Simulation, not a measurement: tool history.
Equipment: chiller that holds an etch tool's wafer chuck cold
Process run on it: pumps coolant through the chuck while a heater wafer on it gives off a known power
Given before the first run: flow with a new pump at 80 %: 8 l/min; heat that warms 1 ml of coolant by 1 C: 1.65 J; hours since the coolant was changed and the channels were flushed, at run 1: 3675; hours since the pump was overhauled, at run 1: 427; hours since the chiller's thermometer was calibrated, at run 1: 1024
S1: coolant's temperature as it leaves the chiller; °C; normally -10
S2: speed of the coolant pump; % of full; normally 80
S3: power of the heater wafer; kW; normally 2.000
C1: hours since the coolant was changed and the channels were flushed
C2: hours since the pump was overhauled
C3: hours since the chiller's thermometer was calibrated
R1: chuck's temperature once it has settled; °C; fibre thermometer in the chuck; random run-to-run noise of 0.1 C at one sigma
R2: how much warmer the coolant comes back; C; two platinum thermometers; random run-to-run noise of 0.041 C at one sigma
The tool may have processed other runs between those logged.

run	day	S1	S2	S3	C1	C2	C3	R1	R2
1	0.000	-10	80	2.000	3675	427	1024	15.2	9.01
2	0.662	-10	80	2.000	3691	442	1040	15.2	9.06
3	1.296	-10	80	2.000	3706	458	1056	15.1	9.12
4	1.875	-10	80	2.000	3720	472	1069	15.0	9.09
5	2.517	-10	80	2.144	3735	487	1085	17.2	9.79
6	3.092	-10	80	2.144	3749	501	1099	17.2	9.77
7	4.317	-9	80	2.144	3779	530	1128	18.0	9.72
8	5.471	-5	80	2.000	3806	558	1156	20.3	9.08
9	6.438	-5	80	2.000	3829	581	1179	20.2	9.10
10	7.050	-5	80	2.000	3844	596	1194	20.3	9.14
11	8.233	-14	80	1.414	3873	624	1222	3.8	6.46
12	9.062	-19	80	2.575	3892	644	1242	13.5	11.72
13	9.846	-5	65	2.000	3911	663	1261	23.2	11.37
14	10.717	-16	85	2.157	3932	684	1282	10.3	9.19
15	11.871	-1	76	1.115	3960	712	1309	13.4	5.34
16	12.462	-1	66	1.827	3974	726	1324	24.6	10.14
17	13.796	-15	90	2.013	4006	758	1356	8.7	8.06
18	15.033	-15	90	2.013	4036	787	1385	8.8	8.10
19	16.188	-6	80	2.000	4063	815	1413	19.3	9.01
20	17.192	-6	80	2.000	4088	839	1437	19.2	9.16

Alternative continuations, all from the tool just after run 20; predict every row:
A	18.050	-11	67	2.000	4108	860	1458	?	?
B	18.050	-16	64	1.452	4108	860	1458	?	?
C	18.050	-13	79	1.373	4108	860	1458	?	?

run	R1	R2
A	17.0	10.94
B	4.7	8.30
C	4.5	6.37
Without the tool's unlogged condition, the same runs would have read:
run	R1	R2
A	16.9	10.94
B	4.7	8.30
C	4.5	6.37
